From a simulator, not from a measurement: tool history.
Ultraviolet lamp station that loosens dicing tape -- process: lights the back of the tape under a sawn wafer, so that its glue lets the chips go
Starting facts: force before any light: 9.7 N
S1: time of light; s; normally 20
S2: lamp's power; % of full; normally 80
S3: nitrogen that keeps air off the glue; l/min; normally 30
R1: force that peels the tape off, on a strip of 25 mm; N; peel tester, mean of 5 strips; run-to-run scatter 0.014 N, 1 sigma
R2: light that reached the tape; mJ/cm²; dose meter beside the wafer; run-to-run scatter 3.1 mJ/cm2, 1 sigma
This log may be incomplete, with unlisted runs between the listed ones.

run,hour,S1,S2,S3,R1,R2
1,0,20,80,30,0.668,477
2,8.5,20,80,30,0.675,486
3,13.4,20,80,30,0.684,481
4,17.4,20,80,25,0.77,479
5,21.4,20,80,25,0.755,481
6,29.7,20,98,30,0.429,594
7,37.9,20,98,30,0.416,588
8,43.6,20,99,30,0.415,595
9,52.6,20,99,30,0.41,606
10,57.8,20,80,28,0.704,482
11,66.1,35,80,28,0.193,837
12,72.8,20,80,30,0.692,474
13,77.5,20,80,30,0.685,480
14,83.9,20,88,30,0.53,523
15,92.3,20,88,30,0.551,521
16,97.1,20,88,30,0.527,537
17,103.5,20,88,30,0.525,530
18,112.4,20,88,30,0.54,527
19,117.7,20,88,30,0.533,528
20,124.6,20,88,30,0.543,530
21,132.9,20,88,30,0.53,537
22,138.2,20,80,29,0.723,484
23,144,20,80,29,0.676,481
24,149.4,34,78,29,0.21,793

Run 25 is up next; what results do you expect?
25,157.4,34,78,29,?,?

Run 25 gave R1 0.217 N, R2 795 mJ/cm².
Without the tool's hidden state the same run would have given R1 0.216 N, R2 796 mJ/cm².
